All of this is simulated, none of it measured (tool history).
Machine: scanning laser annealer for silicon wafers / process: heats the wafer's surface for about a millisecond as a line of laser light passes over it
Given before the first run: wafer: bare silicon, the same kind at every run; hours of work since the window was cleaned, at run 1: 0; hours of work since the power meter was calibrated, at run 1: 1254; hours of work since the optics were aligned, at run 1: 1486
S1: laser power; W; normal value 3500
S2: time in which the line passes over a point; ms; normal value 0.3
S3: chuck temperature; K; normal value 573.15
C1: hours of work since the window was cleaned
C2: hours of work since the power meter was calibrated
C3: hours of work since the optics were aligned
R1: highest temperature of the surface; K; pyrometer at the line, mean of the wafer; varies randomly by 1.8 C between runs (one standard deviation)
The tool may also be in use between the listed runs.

{"run": 1, "hour": 0.0, "S1": 3500, "S2": 0.3, "S3": 573.15, "C1": 0, "C2": 1254, "C3": 1486, "R1": 1317.15}
{"run": 2, "hour": 52.0, "S1": 3500, "S2": 0.3, "S3": 573.15, "C1": 22, "C2": 1276, "C3": 1509, "R1": 1314.15}
{"run": 3, "hour": 119.7, "S1": 3500, "S2": 0.3, "S3": 568.15, "C1": 52, "C2": 1305, "C3": 1538, "R1": 1306.15}
{"hour": 181.8, "done": "optics aligned, line set to its width"}
{"run": 4, "hour": 216.8, "S1": 3500, "S2": 0.3, "S3": 573.15, "C1": 92, "C2": 1345, "C3": 15, "R1": 1316.15}
{"run": 5, "hour": 283.2, "S1": 3500, "S2": 0.3, "S3": 573.15, "C1": 120, "C2": 1374, "C3": 44, "R1": 1313.15}
{"run": 6, "hour": 381.9, "S1": 3679, "S2": 0.3, "S3": 573.15, "C1": 163, "C2": 1417, "C3": 87, "R1": 1357.15}
{"run": 7, "hour": 463.3, "S1": 3679, "S2": 0.3, "S3": 573.15, "C1": 198, "C2": 1452, "C3": 122, "R1": 1356.15}
{"run": 8, "hour": 517.7, "S1": 3679, "S2": 0.3, "S3": 573.15, "C1": 222, "C2": 1475, "C3": 145, "R1": 1352.15}
{"run": 9, "hour": 600.2, "S1": 3679, "S2": 0.3, "S3": 573.15, "C1": 257, "C2": 1511, "C3": 181, "R1": 1348.15}
{"run": 10, "hour": 694.7, "S1": 3679, "S2": 0.3, "S3": 573.15, "C1": 298, "C2": 1552, "C3": 222, "R1": 1342.15}
{"hour": 749.7, "done": "window over the wafer cleaned"}
{"run": 11, "hour": 756.3, "S1": 3679, "S2": 0.3, "S3": 573.15, "C1": 3, "C2": 1578, "C3": 247, "R1": 1371.15}
{"run": 12, "hour": 841.7, "S1": 3265, "S2": 0.231, "S3": 544.15, "C1": 40, "C2": 1615, "C3": 284, "R1": 1141.15}
{"run": 13, "hour": 936.6, "S1": 3265, "S2": 0.231, "S3": 544.15, "C1": 81, "C2": 1656, "C3": 325, "R1": 1135.15}
{"run": 14, "hour": 982.3, "S1": 3265, "S2": 0.231, "S3": 544.15, "C1": 101, "C2": 1675, "C3": 345, "R1": 1132.15}
{"run": 15, "hour": 1033.8, "S1": 3265, "S2": 0.231, "S3": 544.15, "C1": 123, "C2": 1698, "C3": 367, "R1": 1132.15}
{"run": 16, "hour": 1125.3, "S1": 3500, "S2": 0.3, "S3": 596.15, "C1": 162, "C2": 1737, "C3": 407, "R1": 1328.15}
{"run": 17, "hour": 1208.3, "S1": 3842, "S2": 0.32, "S3": 592.15, "C1": 198, "C2": 1773, "C3": 443, "R1": 1446.15}
{"run": 18, "hour": 1301.2, "S1": 3842, "S2": 0.32, "S3": 592.15, "C1": 238, "C2": 1813, "C3": 483, "R1": 1443.15}

Branching from run 18: 3 alternative next runs. What would each branch give?
{"run": "A", "hour": 1385.6, "S1": 3842, "S2": 0.234, "S3": 613.15, "C1": 275, "C2": 1850, "C3": 520, "R1": "?"}
{"run": "B", "hour": 1385.6, "S1": 3381, "S2": 0.327, "S3": 569.15, "C1": 275, "C2": 1850, "C3": 520, "R1": "?"}
{"run": "C", "hour": 1385.6, "S1": 3500, "S2": 0.272, "S3": 574.15, "C1": 275, "C2": 1850, "C3": 520, "R1": "?"}

run=A R1=1333.15
run=B R1=1293.15
run=C R1=1261.15
Had the tool no hidden state, the same runs would have come out as:
run=A R1=1369.15
run=B R1=1328.15
run=C R1=1295.15
